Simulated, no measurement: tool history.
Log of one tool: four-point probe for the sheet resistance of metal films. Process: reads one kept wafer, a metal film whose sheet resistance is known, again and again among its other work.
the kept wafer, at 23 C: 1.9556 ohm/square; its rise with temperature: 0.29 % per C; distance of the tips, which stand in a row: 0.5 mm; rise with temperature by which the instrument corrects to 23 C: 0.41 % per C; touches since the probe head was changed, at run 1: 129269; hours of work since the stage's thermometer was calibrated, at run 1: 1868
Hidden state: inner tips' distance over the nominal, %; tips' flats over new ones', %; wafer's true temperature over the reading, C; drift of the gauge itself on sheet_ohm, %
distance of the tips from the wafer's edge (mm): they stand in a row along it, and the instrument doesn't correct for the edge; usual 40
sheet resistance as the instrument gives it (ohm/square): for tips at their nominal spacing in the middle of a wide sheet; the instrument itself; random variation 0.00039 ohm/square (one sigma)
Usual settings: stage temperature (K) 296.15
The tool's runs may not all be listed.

run,hour,stage temperature (K),distance of the tips from the wafer's edge (mm),touches since the probe head was changed,hours of work since the stage's thermometer was calibrated,sheet resistance as the instrument gives it (ohm/square)
1,0.0,296.15,40,129269,1868,1.948054
2,114.2,296.15,40,132502,1939,1.947767
3,208.5,298.15,40,135174,1998,1.942975
4,319.0,298.15,6,138302,2066,1.950754
5,454.7,296.15,40,142144,2151,1.947612
6,565.5,296.15,40,145282,2220,1.946787
7,623.9,296.15,40,146936,2256,1.947229
8,744.4,308.15,40,150349,2332,1.920023
9,836.5,300.15,40,152956,2389,1.937253
10,908.2,300.15,40,154985,2434,1.937895
11,1038.1,300.15,40,158664,2515,1.937452
12,1105.0,300.15,40,160557,2556,1.936552
13,1193.7,300.15,40,163070,2612,1.936764
14,1253.2,296.15,40,164754,2649,1.945593
# hour 1264.3: stage's thermometer calibrated
15,1395.7,296.15,40,168775,82,1.944734
# hour 1497.8: stage's thermometer calibrated, once more
16,1527.9,296.15,40,172505,19,1.947107
17,1626.7,296.15,11,175303,80,1.948706
18,1731.4,296.15,40,178268,146,1.946958
19,1871.9,296.15,40,182246,233,1.947060
20,1938.3,301.15,40,184127,275,1.934857
21,2029.0,301.15,40,186694,331,1.934903
22,2114.7,301.15,40,189120,384,1.935135
23,2189.0,301.15,40,191224,431,1.934895
24,2264.5,301.15,40,193362,478,1.934471
25,2328.2,301.15,40,195166,518,1.934167
# hour 2363.8: new probe head fitted
26,2420.3,301.15,40,1599,574,1.946701
27,2516.8,304.15,40,4334,634,1.939898
28,2577.0,305.15,23,6036,672,1.937280
29,2710.5,296.15,8,9817,755,1.961301
30,2845.8,296.15,8,13648,839,1.961399
31,2991.1,302.15,32,17763,930,1.943431
32,3072.2,302.15,32,20059,981,1.944299
33,3168.3,291.15,40,22782,1041,1.968383
34,3231.0,295.15,8,24555,1080,1.962881
35,3326.9,305.15,64,27271,1139,1.935915
36,3402.1,304.15,6,29400,1186,1.945592
37,3518.4,301.15,14,32694,1259,1.945709
38,3629.8,301.15,14,35848,1328,1.945602
39,3689.7,301.15,45,37546,1365,1.944120
40,3763.7,295.15,40,39640,1412,1.957492
41,3842.0,293.15,5,41857,1460,1.973248
42,3945.5,299.15,49,44788,1525,1.948281
43,4071.5,301.15,35,48356,1603,1.944280
44,4191.1,296.15,41,51742,1678,1.954834
45,4260.4,296.15,54,53704,1721,1.954331
46,4362.7,302.15,10,56602,1785,1.943283

3 ways to go on from here, each from the tool as it stands after run 46. What would each give?
A,4450.4,302.15,34,59086,1840,?
B,4450.4,307.15,4,59086,1840,?
C,4450.4,293.15,35,59086,1840,?

run,sheet resistance as the instrument gives it (ohm/square)
A,1.940523
B,1.945413
C,1.961371
Without the tool's hidden state the same runs would have given:
run,sheet resistance as the instrument gives it (ohm/square)
A,1.942117
B,1.946999
C,1.963006

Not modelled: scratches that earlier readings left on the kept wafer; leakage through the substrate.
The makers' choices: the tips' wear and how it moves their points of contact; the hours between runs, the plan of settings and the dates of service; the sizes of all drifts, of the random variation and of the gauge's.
